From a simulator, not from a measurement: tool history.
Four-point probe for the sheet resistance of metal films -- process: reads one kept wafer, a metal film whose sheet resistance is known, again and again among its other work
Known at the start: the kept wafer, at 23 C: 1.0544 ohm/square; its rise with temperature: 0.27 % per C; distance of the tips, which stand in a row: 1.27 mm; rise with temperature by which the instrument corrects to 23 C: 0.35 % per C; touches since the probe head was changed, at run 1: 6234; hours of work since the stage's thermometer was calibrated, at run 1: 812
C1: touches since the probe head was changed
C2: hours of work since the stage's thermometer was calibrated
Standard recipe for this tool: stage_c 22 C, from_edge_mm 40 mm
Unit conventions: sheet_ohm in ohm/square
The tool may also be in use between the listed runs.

{"run": 1, "hour": 0.0, "stage_c": 22, "from_edge_mm": 40, "C1": 6234, "C2": 812, "sheet_ohm": 1.061802}
{"run": 2, "hour": 8.5, "stage_c": 22, "from_edge_mm": 40, "C1": 6358, "C2": 817, "sheet_ohm": 1.062321}
{"run": 3, "hour": 18.9, "stage_c": 22, "from_edge_mm": 40, "C1": 6508, "C2": 823, "sheet_ohm": 1.061985}
{"run": 4, "hour": 29.7, "stage_c": 22, "from_edge_mm": 40, "C1": 6665, "C2": 830, "sheet_ohm": 1.061826}
{"run": 5, "hour": 42.2, "stage_c": 18, "from_edge_mm": 40, "C1": 6848, "C2": 837, "sheet_ohm": 1.065256}
{"run": 6, "hour": 57.3, "stage_c": 22, "from_edge_mm": 6, "C1": 7066, "C2": 846, "sheet_ohm": 1.086566}
{"run": 7, "hour": 64.0, "stage_c": 29, "from_edge_mm": 40, "C1": 7163, "C2": 850, "sheet_ohm": 1.055946}
{"run": 8, "hour": 73.9, "stage_c": 22, "from_edge_mm": 40, "C1": 7307, "C2": 856, "sheet_ohm": 1.062337}
{"run": 9, "hour": 81.7, "stage_c": 22, "from_edge_mm": 40, "C1": 7420, "C2": 861, "sheet_ohm": 1.061602}
{"run": 10, "hour": 87.9, "stage_c": 22, "from_edge_mm": 40, "C1": 7510, "C2": 864, "sheet_ohm": 1.061748}
{"run": 11, "hour": 103.0, "stage_c": 22, "from_edge_mm": 40, "C1": 7729, "C2": 873, "sheet_ohm": 1.061833}
{"run": 12, "hour": 109.9, "stage_c": 22, "from_edge_mm": 40, "C1": 7830, "C2": 878, "sheet_ohm": 1.062128}
{"run": 13, "hour": 117.8, "stage_c": 22, "from_edge_mm": 40, "C1": 7944, "C2": 882, "sheet_ohm": 1.061791}
{"run": 14, "hour": 132.9, "stage_c": 28, "from_edge_mm": 9, "C1": 8162, "C2": 891, "sheet_ohm": 1.066952}
{"run": 15, "hour": 145.4, "stage_c": 23, "from_edge_mm": 9, "C1": 8345, "C2": 899, "sheet_ohm": 1.071834}
{"run": 16, "hour": 152.1, "stage_c": 23, "from_edge_mm": 8, "C1": 8442, "C2": 903, "sheet_ohm": 1.07465}
{"run": 17, "hour": 165.8, "stage_c": 22, "from_edge_mm": 8, "C1": 8641, "C2": 911, "sheet_ohm": 1.075775}
{"run": 18, "hour": 180.1, "stage_c": 24, "from_edge_mm": 31, "C1": 8848, "C2": 919, "sheet_ohm": 1.060049}
{"run": 19, "hour": 189.7, "stage_c": 19, "from_edge_mm": 40, "C1": 8987, "C2": 925, "sheet_ohm": 1.064854}
{"run": 20, "hour": 200.7, "stage_c": 19, "from_edge_mm": 40, "C1": 9146, "C2": 931, "sheet_ohm": 1.064562}
{"run": 21, "hour": 211.1, "stage_c": 19, "from_edge_mm": 40, "C1": 9297, "C2": 938, "sheet_ohm": 1.064816}
{"run": 22, "hour": 221.4, "stage_c": 25, "from_edge_mm": 45, "C1": 9448, "C2": 944, "sheet_ohm": 1.058948}
{"run": 23, "hour": 235.5, "stage_c": 25, "from_edge_mm": 45, "C1": 9652, "C2": 952, "sheet_ohm": 1.058972}
{"run": 24, "hour": 249.0, "stage_c": 20, "from_edge_mm": 5, "C1": 9848, "C2": 960, "sheet_ohm": 1.098895}

5 options for the next run, each taken on its own from the tool as it stands now. Forecast them:
{"run": "A", "hour": 255.8, "stage_c": 22, "from_edge_mm": 43, "C1": 9947, "C2": 964, "sheet_ohm": "?"}
{"run": "B", "hour": 255.8, "stage_c": 18, "from_edge_mm": 45, "C1": 9947, "C2": 964, "sheet_ohm": "?"}
{"run": "C", "hour": 255.8, "stage_c": 29, "from_edge_mm": 6, "C1": 9947, "C2": 964, "sheet_ohm": "?"}
{"run": "D", "hour": 255.8, "stage_c": 20, "from_edge_mm": 54, "C1": 9947, "C2": 964, "sheet_ohm": "?"}
{"run": "E", "hour": 255.8, "stage_c": 34, "from_edge_mm": 18, "C1": 9947, "C2": 964, "sheet_ohm": "?"}

run=A sheet_ohm=1.061525
run=B sheet_ohm=1.06537
run=C sheet_ohm=1.079825
run=D sheet_ohm=1.063736
run=E sheet_ohm=1.053831
With the hidden condition removed and each run's random variation left untouched, the same runs would have given:
run=A sheet_ohm=1.055633
run=B sheet_ohm=1.059466
run=C sheet_ohm=1.07383
run=D sheet_ohm=1.057836
run=E sheet_ohm=1.047958

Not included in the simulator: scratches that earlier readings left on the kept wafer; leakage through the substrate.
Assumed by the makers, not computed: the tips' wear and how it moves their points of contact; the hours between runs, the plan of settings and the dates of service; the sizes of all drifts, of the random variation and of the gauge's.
